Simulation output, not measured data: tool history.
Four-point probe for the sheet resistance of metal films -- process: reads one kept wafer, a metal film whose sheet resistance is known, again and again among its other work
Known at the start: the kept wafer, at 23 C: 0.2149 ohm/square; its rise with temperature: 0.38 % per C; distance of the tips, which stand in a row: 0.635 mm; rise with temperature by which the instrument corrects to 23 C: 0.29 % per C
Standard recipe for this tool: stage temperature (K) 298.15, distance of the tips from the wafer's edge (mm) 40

run,hour,stage temperature (K),distance of the tips from the wafer's edge (mm),sheet resistance as the instrument gives it (ohm/square)
1,0,298.15,40,0.217708
2,32.5,298.15,40,0.217778
3,49.4,298.15,18,0.217893
4,78.1,298.15,18,0.217992
5,111.8,298.15,18,0.217985
6,147.1,298.15,18,0.218052
7,169.3,298.15,18,0.217998
8,189,298.15,18,0.21802
9,216.1,298.15,40,0.217986
10,249.4,291.15,40,0.216658
11,275.9,291.15,40,0.216664
12,302.3,296.15,40,0.217666
13,317.7,295.15,40,0.217564
14,342.9,295.15,40,0.217616
15,377.2,300.15,40,0.218625
16,398.3,300.15,40,0.218642
17,422.7,298.15,45,0.218385
18,457.5,298.15,45,0.218299
19,489.1,298.15,45,0.218341
20,504.5,298.15,11,0.218758
21,539.3,298.15,11,0.218833
22,564.4,298.15,11,0.218936
23,592.8,298.15,40,0.218582
24,620.4,298.15,20,0.218646
25,645.9,298.15,20,0.218652
# hour 671.6: new probe head fitted
26,674.9,291.15,35,0.213149
27,707.9,291.15,35,0.213103
28,736.3,299.15,18,0.214844
29,762.6,299.15,7,0.215622
30,781.8,299.15,7,0.21575
31,799.1,299.15,7,0.215761
32,822.2,302.15,4,0.218254
33,837.6,302.15,4,0.218288
34,873.7,296.15,4,0.217156
35,904.9,304.15,6,0.217183
36,926.2,294.15,40,0.213953
37,953.3,294.15,40,0.214025
38,985.9,298.15,56,0.214889
39,1004.7,298.15,56,0.214943
40,1033.9,294.15,22,0.214236
41,1058.6,304.15,3,0.221229
42,1078.2,304.15,3,0.221188
43,1106.9,304.15,3,0.221288
44,1122,300.15,20,0.21557
45,1148.1,300.15,20,0.215547

Alternative continuations, all from the tool just after run 45; predict every row:
A,1172.6,300.15,34,?
B,1172.6,299.15,6,?
C,1172.6,304.15,20,?

run,sheet resistance as the instrument gives it (ohm/square)
A,0.215508
B,0.216589
C,0.216384
With no hidden state in the tool, these same runs would have given:
run,sheet resistance as the instrument gives it (ohm/square)
A,0.215695
B,0.216777
C,0.216569
